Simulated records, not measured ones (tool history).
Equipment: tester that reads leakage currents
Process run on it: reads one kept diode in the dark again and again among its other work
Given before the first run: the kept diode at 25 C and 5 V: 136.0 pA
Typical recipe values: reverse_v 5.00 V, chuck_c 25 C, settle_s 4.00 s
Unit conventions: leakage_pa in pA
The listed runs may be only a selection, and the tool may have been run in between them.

{"run": 1, "hour": 0.0, "reverse_v": 5.0, "chuck_c": 25, "settle_s": 4.0, "leakage_pa": 147.62}
{"run": 2, "hour": 27.6, "reverse_v": 5.0, "chuck_c": 25, "settle_s": 4.0, "leakage_pa": 148.35}
{"run": 3, "hour": 68.3, "reverse_v": 5.0, "chuck_c": 25, "settle_s": 4.0, "leakage_pa": 148.04}
{"run": 4, "hour": 122.4, "reverse_v": 5.0, "chuck_c": 25, "settle_s": 4.0, "leakage_pa": 149.1}
{"run": 5, "hour": 172.8, "reverse_v": 5.0, "chuck_c": 25, "settle_s": 4.0, "leakage_pa": 149.69}
{"run": 6, "hour": 219.6, "reverse_v": 5.0, "chuck_c": 25, "settle_s": 4.0, "leakage_pa": 150.16}
{"run": 7, "hour": 245.8, "reverse_v": 5.0, "chuck_c": 58, "settle_s": 4.0, "leakage_pa": 1956.02}
{"run": 8, "hour": 275.4, "reverse_v": 5.0, "chuck_c": 58, "settle_s": 4.0, "leakage_pa": 1970.9}
{"run": 9, "hour": 308.5, "reverse_v": 1.27, "chuck_c": 36, "settle_s": 4.12, "leakage_pa": 165.82}
{"run": 10, "hour": 345.2, "reverse_v": 1.04, "chuck_c": 22, "settle_s": 1.85, "leakage_pa": 46.16}
{"run": 11, "hour": 400.0, "reverse_v": 1.04, "chuck_c": 22, "settle_s": 1.85, "leakage_pa": 45.83}
{"run": 12, "hour": 431.8, "reverse_v": 5.0, "chuck_c": 30, "settle_s": 5.03, "leakage_pa": 230.24}
{"run": 13, "hour": 484.7, "reverse_v": 5.0, "chuck_c": 30, "settle_s": 5.03, "leakage_pa": 230.96}
{"run": 14, "hour": 518.3, "reverse_v": 5.0, "chuck_c": 30, "settle_s": 5.03, "leakage_pa": 231.32}

Run 15 comes next. What will it give?
{"run": 15, "hour": 553.8, "reverse_v": 5.0, "chuck_c": 30, "settle_s": 5.03, "leakage_pa": "?"}

Run 15 gave leakage_pa 231.48 pA.
Minus the tool's unlogged condition, the same run would have read leakage_pa 209.89 pA.
